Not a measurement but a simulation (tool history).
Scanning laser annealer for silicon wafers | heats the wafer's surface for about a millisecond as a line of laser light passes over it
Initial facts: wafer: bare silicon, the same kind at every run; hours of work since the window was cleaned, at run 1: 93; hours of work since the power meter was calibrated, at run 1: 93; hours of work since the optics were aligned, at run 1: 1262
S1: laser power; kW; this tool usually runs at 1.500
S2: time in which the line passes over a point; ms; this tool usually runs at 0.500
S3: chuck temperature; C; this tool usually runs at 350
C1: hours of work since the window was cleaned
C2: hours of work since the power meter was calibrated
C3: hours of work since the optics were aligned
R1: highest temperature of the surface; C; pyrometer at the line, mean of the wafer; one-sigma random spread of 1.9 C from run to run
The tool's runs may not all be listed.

{"run": 1, "hour": 0.0, "S1": 1.5, "S2": 0.5, "S3": 350, "C1": 93, "C2": 93, "C3": 1262, "R1": 1164}
{"run": 2, "hour": 68.0, "S1": 1.5, "S2": 0.5, "S3": 367, "C1": 135, "C2": 135, "C3": 1304, "R1": 1182}
{"run": 3, "hour": 108.9, "S1": 1.5, "S2": 0.5, "S3": 350, "C1": 160, "C2": 160, "C3": 1330, "R1": 1162}
{"run": 4, "hour": 145.5, "S1": 1.5, "S2": 0.5, "S3": 350, "C1": 183, "C2": 183, "C3": 1352, "R1": 1164}
{"run": 5, "hour": 198.8, "S1": 1.5, "S2": 0.5, "S3": 350, "C1": 216, "C2": 216, "C3": 1385, "R1": 1164}
{"run": 6, "hour": 268.4, "S1": 1.5, "S2": 0.5, "S3": 350, "C1": 259, "C2": 259, "C3": 1428, "R1": 1163}
{"run": 7, "hour": 311.4, "S1": 1.366, "S2": 0.5, "S3": 350, "C1": 286, "C2": 286, "C3": 1455, "R1": 1079}
{"run": 8, "hour": 376.4, "S1": 1.366, "S2": 0.5, "S3": 350, "C1": 326, "C2": 326, "C3": 1495, "R1": 1083}
{"run": 9, "hour": 459.0, "S1": 1.366, "S2": 0.5, "S3": 350, "C1": 377, "C2": 377, "C3": 1546, "R1": 1082}
{"hour": 519.9, "done": "optics aligned, line set to its width"}
{"run": 10, "hour": 534.6, "S1": 1.366, "S2": 0.557, "S3": 350, "C1": 421, "C2": 421, "C3": 9, "R1": 1130}
{"hour": 547.7, "done": "window over the wafer cleaned"}
{"run": 11, "hour": 611.1, "S1": 1.366, "S2": 0.557, "S3": 350, "C1": 39, "C2": 467, "C3": 55, "R1": 1128}
{"run": 12, "hour": 676.7, "S1": 1.474, "S2": 0.5, "S3": 350, "C1": 80, "C2": 507, "C3": 96, "R1": 1148}
{"run": 13, "hour": 730.7, "S1": 1.474, "S2": 0.5, "S3": 350, "C1": 113, "C2": 541, "C3": 129, "R1": 1150}
{"run": 14, "hour": 789.1, "S1": 1.474, "S2": 0.5, "S3": 350, "C1": 149, "C2": 577, "C3": 165, "R1": 1150}
{"run": 15, "hour": 858.0, "S1": 1.341, "S2": 0.36, "S3": 385, "C1": 192, "C2": 619, "C3": 208, "R1": 982}
{"run": 16, "hour": 934.5, "S1": 1.5, "S2": 0.386, "S3": 350, "C1": 239, "C2": 667, "C3": 255, "R1": 1058}
{"run": 17, "hour": 1001.6, "S1": 1.5, "S2": 0.5, "S3": 376, "C1": 281, "C2": 708, "C3": 297, "R1": 1188}
{"run": 18, "hour": 1055.3, "S1": 1.575, "S2": 0.5, "S3": 376, "C1": 314, "C2": 742, "C3": 330, "R1": 1239}
{"run": 19, "hour": 1127.3, "S1": 1.575, "S2": 0.489, "S3": 376, "C1": 359, "C2": 786, "C3": 375, "R1": 1227}
{"run": 20, "hour": 1197.8, "S1": 1.519, "S2": 0.532, "S3": 388, "C1": 402, "C2": 830, "C3": 418, "R1": 1244}
{"hour": 1246.0, "done": "window over the wafer cleaned"}
{"run": 21, "hour": 1253.8, "S1": 1.354, "S2": 0.491, "S3": 365, "C1": 5, "C2": 863, "C3": 452, "R1": 1079}
{"run": 22, "hour": 1297.7, "S1": 1.518, "S2": 0.5, "S3": 350, "C1": 32, "C2": 890, "C3": 479, "R1": 1175}
{"run": 23, "hour": 1379.6, "S1": 1.518, "S2": 0.5, "S3": 350, "C1": 83, "C2": 941, "C3": 530, "R1": 1174}
{"run": 24, "hour": 1461.3, "S1": 1.466, "S2": 0.39, "S3": 367, "C1": 133, "C2": 992, "C3": 580, "R1": 1056}
{"run": 25, "hour": 1547.2, "S1": 1.605, "S2": 0.431, "S3": 376, "C1": 186, "C2": 1045, "C3": 633, "R1": 1186}
{"run": 26, "hour": 1590.2, "S1": 1.605, "S2": 0.431, "S3": 376, "C1": 213, "C2": 1071, "C3": 660, "R1": 1187}
{"run": 27, "hour": 1664.3, "S1": 1.367, "S2": 0.428, "S3": 333, "C1": 259, "C2": 1117, "C3": 706, "R1": 1002}
{"run": 28, "hour": 1711.8, "S1": 1.617, "S2": 0.428, "S3": 385, "C1": 288, "C2": 1147, "C3": 735, "R1": 1197}

Here are 5 independent what-if runs from the current tool condition. What would each one return?
{"run": "A", "hour": 1771.3, "S1": 1.597, "S2": 0.477, "S3": 353, "C1": 325, "C2": 1183, "C3": 772, "R1": "?"}
{"run": "B", "hour": 1771.3, "S1": 1.501, "S2": 0.504, "S3": 350, "C1": 325, "C2": 1183, "C3": 772, "R1": "?"}
{"run": "C", "hour": 1771.3, "S1": 1.617, "S2": 0.402, "S3": 358, "C1": 325, "C2": 1183, "C3": 772, "R1": "?"}
{"run": "D", "hour": 1771.3, "S1": 1.4, "S2": 0.428, "S3": 366, "C1": 325, "C2": 1183, "C3": 772, "R1": "?"}
{"run": "E", "hour": 1771.3, "S1": 1.486, "S2": 0.617, "S3": 385, "C1": 325, "C2": 1183, "C3": 772, "R1": "?"}

run=A R1=1200
run=B R1=1165
run=C R1=1141
run=D R1=1055
run=E R1=1291
With the hidden condition removed and each run's random variation left untouched, the same runs would have given:
run=A R1=1201
run=B R1=1166
run=C R1=1142
run=D R1=1056
run=E R1=1292
